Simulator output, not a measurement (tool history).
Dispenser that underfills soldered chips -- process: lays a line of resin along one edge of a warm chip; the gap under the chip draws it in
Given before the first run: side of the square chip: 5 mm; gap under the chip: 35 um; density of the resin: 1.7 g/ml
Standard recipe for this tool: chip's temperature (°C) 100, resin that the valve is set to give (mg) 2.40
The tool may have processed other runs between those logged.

| run | hour | chip's temperature (°C) | resin that the valve is set to give (mg) | time until the resin shows at the far edge (s) | resin that the valve gave (mg) |
|---|---|---|---|---|---|
| 1 | 0.0 | 100 | 2.40 | 76.7 | 2.28 |
|  | 2.1 | new syringe of resin |
| 2 | 12.8 | 100 | 2.40 | 84.1 | 2.22 |
|  | 13.9 | new syringe of resin |
|  | 19.2 | stage's temperature calibrated |
| 3 | 24.9 | 115 | 2.40 | 38.1 | 2.24 |
|  | 26.2 | new syringe of resin |
|  | 37.8 | new syringe of resin |
| 4 | 37.8 | 115 | 2.40 | 20.5 | 2.22 |
|  | 50.1 | new syringe of resin |
| 5 | 52.0 | 90 | 2.40 | 72.3 | 2.17 |
|  | 58.6 | dispensing valve cleaned and set on the balance |
|  | 62.6 | new syringe of resin |
| 6 | 68.9 | 90 | 2.63 | 90.4 | 2.57 |
|  | 74.1 | new syringe of resin |
| 7 | 84.0 | 90 | 2.63 | 113.9 | 2.60 |
|  | 86.2 | new syringe of resin |
|  | 98.7 | new syringe of resin |
| 8 | 100.5 | 114 | 2.40 | 24.5 | 2.34 |
| 9 | 109.0 | 114 | 2.40 | 41.1 | 2.30 |
|  | 110.7 | new syringe of resin |
| 10 | 117.8 | 113 | 2.11 | 34.8 | 2.04 |
|  | 122.0 | new syringe of resin |
| 11 | 126.0 | 100 | 2.87 | 50.7 | 2.74 |
|  | 133.8 | new syringe of resin |
| 12 | 139.6 | 100 | 2.87 | 57.0 | 2.74 |
|  | 145.6 | new syringe of resin |
| 13 | 146.3 | 100 | 2.27 | 42.5 | 2.13 |
|  | 156.9 | new syringe of resin |
| 14 | 156.9 | 90 | 2.10 | 67.9 | 1.95 |
| 15 | 165.1 | 90 | 2.10 | 111.4 | 1.94 |
|  | 169.6 | new syringe of resin |
| 16 | 172.5 | 113 | 2.97 | 27.1 | 2.75 |
|  | 181.4 | new syringe of resin |
| 17 | 185.9 | 107 | 2.11 | 41.0 | 1.97 |
| 18 | 192.3 | 99 | 2.75 | 83.0 | 2.50 |

Branching from run 18: 5 alternative next runs. What would each branch give?
|  | 193.9 | new syringe of resin |
|  | 205.0 | dispensing valve cleaned and set on the balance |
|  | 206.2 | new syringe of resin |
| A | 206.5 | 100 | 2.32 | ? | ? |
|  | 193.9 | new syringe of resin |
|  | 205.0 | dispensing valve cleaned and set on the balance |
|  | 206.2 | new syringe of resin |
| B | 206.5 | 99 | 2.09 | ? | ? |
|  | 193.9 | new syringe of resin |
|  | 205.0 | dispensing valve cleaned and set on the balance |
|  | 206.2 | new syringe of resin |
| C | 206.5 | 100 | 2.65 | ? | ? |
|  | 193.9 | new syringe of resin |
|  | 205.0 | dispensing valve cleaned and set on the balance |
|  | 206.2 | new syringe of resin |
| D | 206.5 | 111 | 2.20 | ? | ? |
|  | 193.9 | new syringe of resin |
|  | 205.0 | dispensing valve cleaned and set on the balance |
|  | 206.2 | new syringe of resin |
| E | 206.5 | 100 | 2.75 | ? | ? |

| run | time until the resin shows at the far edge (s) | resin that the valve gave (mg) |
|---|---|---|
| A | 42.1 | 2.29 |
| B | 44.0 | 2.10 |
| C | 41.4 | 2.60 |
| D | 26.1 | 2.20 |
| E | 41.6 | 2.76 |
Stripped of hidden state, with their random variation kept, the same runs would have yielded:
| run | time until the resin shows at the far edge (s) | resin that the valve gave (mg) |
|---|---|---|
| A | 39.3 | 2.29 |
| B | 41.0 | 2.11 |
| C | 38.6 | 2.61 |
| D | 24.5 | 2.20 |
| E | 38.8 | 2.76 |

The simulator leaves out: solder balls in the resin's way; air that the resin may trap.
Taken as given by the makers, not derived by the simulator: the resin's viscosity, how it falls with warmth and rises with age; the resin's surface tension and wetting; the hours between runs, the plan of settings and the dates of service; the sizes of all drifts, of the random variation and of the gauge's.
